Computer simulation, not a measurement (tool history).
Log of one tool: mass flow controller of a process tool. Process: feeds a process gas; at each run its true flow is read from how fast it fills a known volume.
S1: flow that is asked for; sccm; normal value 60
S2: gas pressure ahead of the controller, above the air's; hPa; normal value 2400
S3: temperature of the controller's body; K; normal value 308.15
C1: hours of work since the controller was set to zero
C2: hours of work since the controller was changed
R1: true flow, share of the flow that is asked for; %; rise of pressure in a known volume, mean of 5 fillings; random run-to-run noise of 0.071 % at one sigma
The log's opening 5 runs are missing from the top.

run,day,S1,S2,S3,C1,C2,R1
6,41.592,60,2400,308.15,3817,3817,101.09
7,47.933,60,2400,308.15,3863,3863,101.3
8,55.508,90,2400,308.15,3919,3919,101.38
9,61.867,60,2060,308.15,3965,3965,101.22
10,68.533,60,2400,308.15,4014,4014,101.3
11,74.575,60,2400,308.15,4059,4059,101.49
12,87.079,60,2400,308.15,4150,4150,101.63
13,93.558,60,2400,308.15,4198,4198,101.69
14,104.375,60,2400,308.15,4277,4277,101.79
15,111.625,60,2400,308.15,4330,4330,101.81
16,118.196,60,1490,308.15,4378,4378,101.47
17,131.208,60,1490,308.15,4474,4474,101.52
18,138.792,37,2010,313.15,4529,4529,102.29
19,148.583,37,2010,313.15,4601,4601,102.45
20,157.617,37,1480,311.15,4668,4668,102.05
21,170.271,53,1420,311.15,4760,4760,102.23
22,178.15,46,2610,300.15,4818,4818,101.66
23,186.267,46,2610,300.15,4878,4878,101.89
24,197.233,46,2610,300.15,4958,4958,101.97
25,203.196,60,2400,295.15,5002,5002,101.53
26,211.417,60,2400,295.15,5062,5062,101.47
27,224.208,104,1830,295.15,5156,5156,101.46
28,229.646,36,2520,308.15,5196,5196,103.09
29,238.792,150,2440,308.15,5263,5263,103.62
# day 245.967: gauge calibrated
30,245.967,79,2780,302.15,5315,5315,100.38

Alternative continuations, all from the tool just after run 30; predict every row:
A,256.929,34,1460,297.15,5396,5396,?
B,256.929,70,2450,308.15,5396,5396,?
C,256.929,79,2780,293.15,5396,5396,?
D,256.929,43,2780,302.15,5396,5396,?

run,R1
A,99.08
B,100.87
C,99.63
D,100.34
Stripped of hidden state, with their random variation kept, the same runs would have yielded:
run,R1
A,98.96
B,100.76
C,99.51
D,100.22

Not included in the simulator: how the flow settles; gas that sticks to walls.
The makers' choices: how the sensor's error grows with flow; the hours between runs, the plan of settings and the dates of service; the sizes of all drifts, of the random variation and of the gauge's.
